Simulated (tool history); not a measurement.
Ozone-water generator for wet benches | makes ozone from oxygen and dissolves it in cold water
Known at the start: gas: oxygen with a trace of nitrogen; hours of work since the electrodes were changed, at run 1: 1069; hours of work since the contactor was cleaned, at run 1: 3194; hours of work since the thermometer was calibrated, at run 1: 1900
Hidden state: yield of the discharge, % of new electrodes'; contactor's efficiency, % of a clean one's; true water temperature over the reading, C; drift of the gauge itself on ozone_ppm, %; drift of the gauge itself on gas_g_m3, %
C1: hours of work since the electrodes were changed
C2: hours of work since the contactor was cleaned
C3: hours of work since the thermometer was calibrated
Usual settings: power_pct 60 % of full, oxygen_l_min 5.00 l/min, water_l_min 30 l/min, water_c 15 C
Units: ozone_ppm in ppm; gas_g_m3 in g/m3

run 1 hour=0.0 | power_pct=60 oxygen_l_min=5.00 water_l_min=30 water_c=15 | C1=1069 C2=3194 C3=1900 | ozone_ppm=17.1 gas_g_m3=189.0
run 2 hour=85.9 | power_pct=60 oxygen_l_min=6.34 water_l_min=30 water_c=15 | C1=1135 C2=3259 C3=1966 | ozone_ppm=17.4 gas_g_m3=163.3
run 3 hour=130.8 | power_pct=60 oxygen_l_min=6.34 water_l_min=30 water_c=15 | C1=1169 C2=3293 C3=2000 | ozone_ppm=17.4 gas_g_m3=161.4
run 4 hour=182.4 | power_pct=60 oxygen_l_min=6.34 water_l_min=30 water_c=15 | C1=1208 C2=3333 C3=2040 | ozone_ppm=17.5 gas_g_m3=162.6
run 5 hour=246.5 | power_pct=86 oxygen_l_min=5.00 water_l_min=30 water_c=15 | C1=1257 C2=3382 C3=2089 | ozone_ppm=23.9 gas_g_m3=263.3
run 6 hour=308.7 | power_pct=60 oxygen_l_min=5.00 water_l_min=30 water_c=10 | C1=1305 C2=3429 C3=2136 | ozone_ppm=18.1 gas_g_m3=187.5
run 7 hour=357.4 | power_pct=64 oxygen_l_min=5.00 water_l_min=30 water_c=10 | C1=1342 C2=3466 C3=2173 | ozone_ppm=19.3 gas_g_m3=197.6
run 8 hour=399.7 | power_pct=60 oxygen_l_min=5.00 water_l_min=30 water_c=15 | C1=1374 C2=3499 C3=2205 | ozone_ppm=17.3 gas_g_m3=187.1
run 9 hour=438.8 | power_pct=63 oxygen_l_min=5.00 water_l_min=30 water_c=15 | C1=1404 C2=3528 C3=2235 | ozone_ppm=17.7 gas_g_m3=194.9
run 10 hour=478.4 | power_pct=63 oxygen_l_min=5.00 water_l_min=30 water_c=18 | C1=1434 C2=3559 C3=2265 | ozone_ppm=17.4 gas_g_m3=195.8
run 11 hour=517.8 | power_pct=60 oxygen_l_min=5.00 water_l_min=30 water_c=15 | C1=1464 C2=3589 C3=2295 | ozone_ppm=16.9 gas_g_m3=188.3
run 12 hour=580.8 | power_pct=60 oxygen_l_min=5.00 water_l_min=30 water_c=15 | C1=1512 C2=3637 C3=2344 | ozone_ppm=17.2 gas_g_m3=188.1
run 13 hour=657.8 | power_pct=60 oxygen_l_min=5.00 water_l_min=30 water_c=15 | C1=1571 C2=3696 C3=2402 | ozone_ppm=17.0 gas_g_m3=188.0
run 14 hour=736.1 | power_pct=60 oxygen_l_min=5.00 water_l_min=32 water_c=15 | C1=1631 C2=3755 C3=2462 | ozone_ppm=16.2 gas_g_m3=188.0
run 15 hour=817.6 | power_pct=60 oxygen_l_min=4.65 water_l_min=24 water_c=19 | C1=1693 C2=3817 C3=2524 | ozone_ppm=20.0 gas_g_m3=194.3
run 16 hour=902.8 | power_pct=60 oxygen_l_min=4.65 water_l_min=24 water_c=19 | C1=1758 C2=3882 C3=2589 | ozone_ppm=19.7 gas_g_m3=195.7
run 17 hour=948.9 | power_pct=60 oxygen_l_min=4.65 water_l_min=40 water_c=10 | C1=1793 C2=3918 C3=2624 | ozone_ppm=12.8 gas_g_m3=193.5
run 18 hour=1028.2 | power_pct=60 oxygen_l_min=3.81 water_l_min=40 water_c=10 | C1=1854 C2=3978 C3=2685 | ozone_ppm=12.5 gas_g_m3=220.8
run 19 hour=1099.7 | power_pct=72 oxygen_l_min=5.00 water_l_min=30 water_c=20 | C1=1908 C2=4033 C3=2739 | ozone_ppm=18.5 gas_g_m3=220.5
run 20 hour=1146.2 | power_pct=72 oxygen_l_min=5.00 water_l_min=30 water_c=20 | C1=1944 C2=4068 C3=2775 | ozone_ppm=18.8 gas_g_m3=218.8
run 21 hour=1204.2 | power_pct=60 oxygen_l_min=4.44 water_l_min=30 water_c=15 | C1=1988 C2=4112 C3=2819 | ozone_ppm=16.4 gas_g_m3=201.0
run 22 hour=1255.0 | power_pct=74 oxygen_l_min=6.76 water_l_min=36 water_c=19 | C1=2027 C2=4151 C3=2858 | ozone_ppm=16.4 gas_g_m3=186.5
-- hour=1274.5 water thermometer calibrated
run 23 hour=1330.2 | power_pct=48 oxygen_l_min=7.51 water_l_min=30 water_c=19 | C1=2084 C2=4208 C3=43 | ozone_ppm=13.2 gas_g_m3=118.9
run 24 hour=1416.4 | power_pct=48 oxygen_l_min=7.51 water_l_min=30 water_c=19 | C1=2149 C2=4274 C3=108 | ozone_ppm=13.2 gas_g_m3=120.1
run 25 hour=1460.1 | power_pct=48 oxygen_l_min=7.51 water_l_min=30 water_c=19 | C1=2183 C2=4307 C3=142 | ozone_ppm=13.1 gas_g_m3=118.7
run 26 hour=1546.8 | power_pct=48 oxygen_l_min=7.51 water_l_min=30 water_c=19 | C1=2249 C2=4373 C3=208 | ozone_ppm=13.1 gas_g_m3=117.6

Forecast each of these 3 alternatives for the next run:
run A hour=1606.6 | power_pct=60 oxygen_l_min=5.00 water_l_min=26 water_c=15 | C1=2294 C2=4419 C3=253 | ozone_ppm=? gas_g_m3=?
run B hour=1606.6 | power_pct=60 oxygen_l_min=5.00 water_l_min=28 water_c=15 | C1=2294 C2=4419 C3=253 | ozone_ppm=? gas_g_m3=?
run C hour=1606.6 | power_pct=48 oxygen_l_min=4.40 water_l_min=24 water_c=14 | C1=2294 C2=4419 C3=253 | ozone_ppm=? gas_g_m3=?

run=A ozone_ppm=18.9 gas_g_m3=184.2
run=B ozone_ppm=17.8 gas_g_m3=187.1
run=C ozone_ppm=16.8 gas_g_m3=162.5
Without the tool's hidden state the same runs would have given:
run=A ozone_ppm=20.4 gas_g_m3=193.2
run=B ozone_ppm=19.3 gas_g_m3=196.1
run=C ozone_ppm=18.0 gas_g_m3=168.5

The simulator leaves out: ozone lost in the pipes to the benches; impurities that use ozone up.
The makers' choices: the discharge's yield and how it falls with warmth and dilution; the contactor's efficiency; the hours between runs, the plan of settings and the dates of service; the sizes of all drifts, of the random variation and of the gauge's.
